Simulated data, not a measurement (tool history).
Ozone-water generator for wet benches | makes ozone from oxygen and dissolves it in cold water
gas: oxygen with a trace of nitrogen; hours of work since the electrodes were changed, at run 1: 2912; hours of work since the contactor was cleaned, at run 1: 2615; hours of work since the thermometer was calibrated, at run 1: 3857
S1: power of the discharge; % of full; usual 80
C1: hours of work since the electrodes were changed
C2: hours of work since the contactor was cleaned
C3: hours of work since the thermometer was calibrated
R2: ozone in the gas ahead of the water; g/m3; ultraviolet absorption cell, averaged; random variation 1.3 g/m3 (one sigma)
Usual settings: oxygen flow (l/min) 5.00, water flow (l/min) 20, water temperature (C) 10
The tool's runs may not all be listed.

Run 1, hour 0.0: usual settings; C1 2912; C2 2615; C3 3857. Result: dissolved ozone (ppm) 19.4, R2 225.6 g/m3.
Run 2, hour 126.4: usual settings; C1 3005; C2 2709; C3 3951. Result: dissolved ozone (ppm) 19.9, R2 224.2 g/m3.
Run 3, hour 243.7: usual settings; C1 3092; C2 2795; C3 4038. Result: dissolved ozone (ppm) 19.2, R2 225.2 g/m3.
Run 4, hour 329.8: usual settings; C1 3156; C2 2859; C3 4102. Result: dissolved ozone (ppm) 19.5, R2 223.9 g/m3.
Run 5, hour 464.1: usual settings; C1 3255; C2 2959; C3 4201. Result: dissolved ozone (ppm) 19.2, R2 223.6 g/m3.
At hour 593.2: water thermometer calibrated.
Run 6, hour 595.1: usual settings; C1 3352; C2 3055; C3 1. Result: dissolved ozone (ppm) 19.5, R2 223.1 g/m3.
Run 7, hour 732.3: usual settings; C1 3454; C2 3157; C3 103. Result: dissolved ozone (ppm) 19.5, R2 221.0 g/m3.
Run 8, hour 796.4: usual settings; C1 3501; C2 3204; C3 150. Result: dissolved ozone (ppm) 19.5, R2 220.0 g/m3.
Run 9, hour 909.2: usual settings; C1 3585; C2 3288; C3 234. Result: dissolved ozone (ppm) 19.0, R2 222.4 g/m3.
Run 10, hour 1024.7: usual settings; C1 3670; C2 3373; C3 320. Result: dissolved ozone (ppm) 19.0, R2 220.2 g/m3.
At hour 1036.6: contactor cleaned.
Run 11, hour 1118.2: usual settings but S1 67 % of full, oxygen flow (l/min) 3.14; C1 3736; C2 60; C3 386. Result: dissolved ozone (ppm) 16.5, R2 263.8 g/m3.
Run 12, hour 1236.0: usual settings but S1 67 % of full, oxygen flow (l/min) 3.14, water temperature (C) 6; C1 3824; C2 148; C3 473. Result: dissolved ozone (ppm) 17.0, R2 264.9 g/m3.
Run 13, hour 1322.3: usual settings but S1 67 % of full, oxygen flow (l/min) 3.14, water temperature (C) 6; C1 3888; C2 212; C3 537. Result: dissolved ozone (ppm) 16.5, R2 260.2 g/m3.
Run 14, hour 1417.5: usual settings but S1 67 % of full, oxygen flow (l/min) 3.14, water temperature (C) 6; C1 3958; C2 282; C3 608. Result: dissolved ozone (ppm) 16.7, R2 259.4 g/m3.
Run 15, hour 1517.1: usual settings but S1 45 % of full, oxygen flow (l/min) 7.15, water temperature (C) 7; C1 4032; C2 356; C3 681. Result: dissolved ozone (ppm) 14.9, R2 135.0 g/m3.
Run 16, hour 1600.0: usual settings but S1 45 % of full, oxygen flow (l/min) 7.15, water temperature (C) 7; C1 4093; C2 417; C3 743. Result: dissolved ozone (ppm) 14.7, R2 136.3 g/m3.
Run 17, hour 1677.3: usual settings but S1 90 % of full; C1 4151; C2 475; C3 800. Result: dissolved ozone (ppm) 19.4, R2 229.7 g/m3.
Run 18, hour 1754.9: usual settings but S1 63 % of full, water flow (l/min) 25, water temperature (C) 9; C1 4208; C2 532; C3 857. Result: dissolved ozone (ppm) 13.3, R2 193.5 g/m3.

Measured less the same run without the tool's hidden state. The same run-to-run variation is in both; the gauge's scatter may not be:
The hidden state here: yield of the discharge, % of new electrodes'; contactor's efficiency, % of a clean one's; true water temperature over the reading, C; drift of the gauge itself on ozone_ppm, %; drift of the gauge itself on gas_g_m3, %.
run  dissolved ozone (ppm)     R2
  1                   -2.5  -22.6
  2                   -2.5  -23.1
  3                   -2.5  -23.9
  4                   -2.7  -24.3
  5                   -2.7  -25.0
  6                   -2.7  -25.7
  7                   -2.8  -26.2
  8                   -2.8  -26.4
  9                   -2.9  -27.2
 10                   -2.9  -27.5
 11                   -2.7  -30.8
 12                   -2.8  -31.6
 13                   -2.8  -31.6
 14                   -2.8  -32.0
 15                   -2.1  -13.4
 16                   -2.2  -13.7
 17                   -3.9  -34.7
 18                   -2.4  -24.6
